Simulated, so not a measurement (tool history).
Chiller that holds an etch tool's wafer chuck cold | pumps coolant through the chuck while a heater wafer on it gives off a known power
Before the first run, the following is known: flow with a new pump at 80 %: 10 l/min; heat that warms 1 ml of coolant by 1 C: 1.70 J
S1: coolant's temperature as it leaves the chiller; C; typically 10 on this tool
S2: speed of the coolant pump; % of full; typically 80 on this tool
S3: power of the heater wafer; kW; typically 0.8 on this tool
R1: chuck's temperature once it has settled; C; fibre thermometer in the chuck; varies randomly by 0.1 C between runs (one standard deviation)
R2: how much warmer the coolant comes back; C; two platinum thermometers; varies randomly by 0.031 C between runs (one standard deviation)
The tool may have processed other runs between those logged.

run 1 day=0 | S1=10 S2=80 S3=0.8 | R1=17.6 R2=2.98
run 2 day=3.088 | S1=7 S2=80 S3=0.8 | R1=14.6 R2=2.97
run 3 day=6.171 | S1=7 S2=80 S3=0.8 | R1=14.6 R2=2.95
run 4 day=8.883 | S1=7 S2=80 S3=0.8 | R1=14.7 R2=2.95
run 5 day=10.988 | S1=7 S2=80 S3=0.8 | R1=14.6 R2=2.99
run 6 day=14.542 | S1=7 S2=80 S3=0.632 | R1=13.2 R2=2.28
run 7 day=16.442 | S1=7 S2=80 S3=0.632 | R1=13.1 R2=2.4
run 8 day=18.433 | S1=7 S2=93 S3=0.632 | R1=12.6 R2=1.98
run 9 day=20.529 | S1=7 S2=93 S3=0.632 | R1=12.7 R2=1.94
run 10 day=23.2 | S1=7 S2=93 S3=0.632 | R1=12.6 R2=1.98
run 11 day=25.262 | S1=10 S2=80 S3=0.8 | R1=17.8 R2=3.04
run 12 day=27.688 | S1=10 S2=80 S3=0.8 | R1=17.7 R2=2.97
run 13 day=29.438 | S1=10 S2=80 S3=0.8 | R1=17.9 R2=2.98
run 14 day=32.754 | S1=10 S2=80 S3=0.8 | R1=17.8 R2=3.04
run 15 day=36.375 | S1=10 S2=80 S3=0.8 | R1=17.7 R2=3.05
run 16 day=37.912 | S1=10 S2=80 S3=0.8 | R1=18 R2=3
run 17 day=40.55 | S1=10 S2=80 S3=0.8 | R1=17.9 R2=3.03
run 18 day=42.596 | S1=19 S2=97 S3=0.423 | R1=23 R2=1.26
run 19 day=45.583 | S1=16 S2=71 S3=0.903 | R1=25.6 R2=3.92
run 20 day=47.4 | S1=1 S2=93 S3=1.086 | R1=10.8 R2=3.43
run 21 day=50.958 | S1=10 S2=80 S3=0.8 | R1=18.1 R2=3.03
run 22 day=54.346 | S1=20 S2=80 S3=1.053 | R1=30.5 R2=4.06
run 23 day=56.3 | S1=20 S2=80 S3=1.053 | R1=30.4 R2=3.99
run 24 day=58.708 | S1=20 S2=80 S3=1.053 | R1=30.6 R2=4.02
run 25 day=60.296 | S1=2 S2=93 S3=0.414 | R1=6 R2=1.37
run 26 day=63.65 | S1=20 S2=61 S3=0.775 | R1=29.4 R2=4.06
run 27 day=67.121 | S1=13 S2=83 S3=0.754 | R1=20.3 R2=2.78
run 28 day=70.504 | S1=10 S2=86 S3=0.51 | R1=15 R2=1.79

Estimate the outcome of run 29 from the log above:
run 29 day=73.917 | S1=10 S2=86 S3=0.51 | R1=? R2=?

For run 29 the tool returned R1 15.2 C, R2 1.83 C.
Minus the tool's unlogged condition, the same run would have read R1 14.5 C, R2 1.69 C.

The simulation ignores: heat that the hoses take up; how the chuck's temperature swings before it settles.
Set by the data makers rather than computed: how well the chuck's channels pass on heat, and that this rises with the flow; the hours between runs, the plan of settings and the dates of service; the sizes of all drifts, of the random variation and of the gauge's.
